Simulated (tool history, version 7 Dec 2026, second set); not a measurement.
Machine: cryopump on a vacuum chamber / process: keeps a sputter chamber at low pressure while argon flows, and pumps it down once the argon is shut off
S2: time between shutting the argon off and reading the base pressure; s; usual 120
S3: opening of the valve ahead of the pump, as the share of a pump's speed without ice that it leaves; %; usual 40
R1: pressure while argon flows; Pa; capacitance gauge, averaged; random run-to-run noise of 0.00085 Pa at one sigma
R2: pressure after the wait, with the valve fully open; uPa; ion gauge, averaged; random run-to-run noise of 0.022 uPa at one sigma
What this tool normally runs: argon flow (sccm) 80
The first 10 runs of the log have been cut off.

{"run": 11, "hour": 743.0, "argon flow (sccm)": 45, "S2": 120, "S3": 40, "R1": 0.1098, "R2": 1.53}
{"run": 12, "hour": 790.4, "argon flow (sccm)": 80, "S2": 120, "S3": 58, "R1": 0.1452, "R2": 1.67}
{"hour": 836.4, "done": "pump warmed up, emptied and cooled again"}
{"run": 13, "hour": 860.2, "argon flow (sccm)": 80, "S2": 120, "S3": 58, "R1": 0.119, "R2": 1.34}
{"run": 14, "hour": 937.1, "argon flow (sccm)": 80, "S2": 38, "S3": 40, "R1": 0.175, "R2": 2.39}
{"run": 15, "hour": 1019.4, "argon flow (sccm)": 80, "S2": 64, "S3": 40, "R1": 0.1738, "R2": 1.94}
{"run": 16, "hour": 1090.9, "argon flow (sccm)": 46, "S2": 120, "S3": 40, "R1": 0.1011, "R2": 1.6}
{"run": 17, "hour": 1133.4, "argon flow (sccm)": 46, "S2": 120, "S3": 40, "R1": 0.1009, "R2": 1.74}
{"run": 18, "hour": 1213.0, "argon flow (sccm)": 46, "S2": 120, "S3": 40, "R1": 0.1023, "R2": 1.77}
{"run": 19, "hour": 1278.8, "argon flow (sccm)": 46, "S2": 120, "S3": 40, "R1": 0.1043, "R2": 1.86}
{"run": 20, "hour": 1364.4, "argon flow (sccm)": 71, "S2": 124, "S3": 45, "R1": 0.1444, "R2": 1.9}
{"run": 21, "hour": 1409.9, "argon flow (sccm)": 63, "S2": 120, "S3": 52, "R1": 0.1122, "R2": 2.02}
{"run": 22, "hour": 1498.6, "argon flow (sccm)": 77, "S2": 25, "S3": 52, "R1": 0.1413, "R2": 3.8}
{"run": 23, "hour": 1576.9, "argon flow (sccm)": 77, "S2": 25, "S3": 52, "R1": 0.1441, "R2": 4.04}
{"run": 24, "hour": 1639.1, "argon flow (sccm)": 90, "S2": 27, "S3": 27, "R1": 0.3034, "R2": 3.81}
{"hour": 1663.2, "done": "leaking fittings of the chamber tightened, without venting"}
{"run": 25, "hour": 1687.9, "argon flow (sccm)": 103, "S2": 104, "S3": 40, "R1": 0.2448, "R2": 0.75}
{"run": 26, "hour": 1735.1, "argon flow (sccm)": 80, "S2": 286, "S3": 40, "R1": 0.1924, "R2": 0.49}
{"run": 27, "hour": 1805.6, "argon flow (sccm)": 37, "S2": 286, "S3": 30, "R1": 0.1156, "R2": 0.58}
{"run": 28, "hour": 1874.4, "argon flow (sccm)": 37, "S2": 286, "S3": 30, "R1": 0.1161, "R2": 0.68}
{"run": 29, "hour": 1954.6, "argon flow (sccm)": 49, "S2": 76, "S3": 55, "R1": 0.0934, "R2": 1.32}
{"run": 30, "hour": 2032.7, "argon flow (sccm)": 79, "S2": 30, "S3": 40, "R1": 0.197, "R2": 2.44}
{"hour": 2119.9, "done": "pump warmed up, emptied and cooled again"}
{"run": 31, "hour": 2121.4, "argon flow (sccm)": 79, "S2": 30, "S3": 40, "R1": 0.1711, "R2": 2.27}
{"run": 32, "hour": 2215.0, "argon flow (sccm)": 88, "S2": 120, "S3": 28, "R1": 0.273, "R2": 1.15}
{"run": 33, "hour": 2296.1, "argon flow (sccm)": 60, "S2": 195, "S3": 15, "R1": 0.343, "R2": 1.05}
{"run": 34, "hour": 2389.3, "argon flow (sccm)": 60, "S2": 195, "S3": 15, "R1": 0.3457, "R2": 1.13}

3 options for the next run, each taken on its own from the tool as it stands now. Forecast them:
{"run": "A", "hour": 2441.9, "argon flow (sccm)": 60, "S2": 282, "S3": 15, "R1": "?", "R2": "?"}
{"run": "B", "hour": 2441.9, "argon flow (sccm)": 67, "S2": 195, "S3": 15, "R1": "?", "R2": "?"}
{"run": "C", "hour": 2441.9, "argon flow (sccm)": 80, "S2": 120, "S3": 31, "R1": "?", "R2": "?"}

run=A R1=0.3485 R2=1.14
run=B R1=0.3873 R2=1.21
run=C R1=0.2278 R2=1.36
The same runs, with their run-to-run variation unchanged, on a tool lacking any hidden condition would have given:
run=A R1=0.3421 R2=0.34
run=B R1=0.3801 R2=0.40
run=C R1=0.2193 R2=0.57
